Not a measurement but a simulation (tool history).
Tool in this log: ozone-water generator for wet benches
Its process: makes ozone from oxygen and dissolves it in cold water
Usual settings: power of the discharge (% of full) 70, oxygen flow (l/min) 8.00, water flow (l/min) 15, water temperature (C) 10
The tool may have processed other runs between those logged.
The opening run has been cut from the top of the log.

| run | hour | power of the discharge (% of full) | oxygen flow (l/min) | water flow (l/min) | water temperature (C) | hours of work since the electrodes were changed | hours of work since the contactor was cleaned | hours of work since the thermometer was calibrated | dissolved ozone (ppm) | ozone in the gas ahead of the water (g/m3) |
|---|---|---|---|---|---|---|---|---|---|---|
| 2 | 32.2 | 70 | 8.00 | 15 | 10 | 1303 | 1303 | 2101 | 35.8 | 206.0 |
| 3 | 58.7 | 70 | 8.00 | 15 | 14 | 1328 | 1328 | 2125 | 33.9 | 205.9 |
| 4 | 93.8 | 70 | 8.00 | 15 | 14 | 1361 | 1361 | 2158 | 34.0 | 204.6 |
| 5 | 130.8 | 73 | 8.00 | 15 | 10 | 1395 | 1395 | 2193 | 37.6 | 212.7 |
| 6 | 156.3 | 73 | 8.00 | 15 | 10 | 1419 | 1419 | 2217 | 37.5 | 213.1 |
| 7 | 191.3 | 73 | 8.00 | 17 | 10 | 1452 | 1452 | 2250 | 34.6 | 211.3 |
| 8 | 212.8 | 73 | 8.00 | 17 | 10 | 1472 | 1472 | 2270 | 34.1 | 211.0 |
| 9 | 249.2 | 49 | 8.00 | 17 | 10 | 1506 | 1506 | 2304 | 24.5 | 149.7 |
| 10 | 273.4 | 70 | 8.00 | 16 | 10 | 1529 | 1529 | 2327 | 34.7 | 204.7 |
| 11 | 309.5 | 70 | 8.00 | 16 | 10 | 1563 | 1563 | 2361 | 34.5 | 202.4 |
| 12 | 341.4 | 70 | 8.00 | 15 | 10 | 1593 | 1593 | 2391 | 36.1 | 202.3 |
| 13 | 366.6 | 70 | 8.00 | 12 | 10 | 1616 | 1616 | 2414 | 41.7 | 204.9 |
|  | 369.0 | water thermometer calibrated |
| 14 | 387.5 | 70 | 8.00 | 12 | 10 | 1636 | 1636 | 17 | 41.0 | 203.3 |
| 15 | 413.3 | 70 | 8.00 | 12 | 10 | 1660 | 1660 | 42 | 41.1 | 203.6 |
| 16 | 433.1 | 70 | 8.00 | 12 | 10 | 1678 | 1678 | 60 | 41.4 | 204.5 |
| 17 | 459.3 | 90 | 8.00 | 15 | 10 | 1703 | 1703 | 85 | 44.3 | 251.3 |

What does the tool deliver on the next run?
|  | 468.8 | water thermometer calibrated, once more |
| 18 | 497.4 | 70 | 13.48 | 17 | 16 | 1738 | 1738 | 27 | ? | ? |

Run 18 gave dissolved ozone (ppm) 25.0, ozone in the gas ahead of the water (g/m3) 143.6.
With no hidden state in the tool, this same run would have given dissolved ozone (ppm) 26.4, ozone in the gas ahead of the water (g/m3) 150.1.

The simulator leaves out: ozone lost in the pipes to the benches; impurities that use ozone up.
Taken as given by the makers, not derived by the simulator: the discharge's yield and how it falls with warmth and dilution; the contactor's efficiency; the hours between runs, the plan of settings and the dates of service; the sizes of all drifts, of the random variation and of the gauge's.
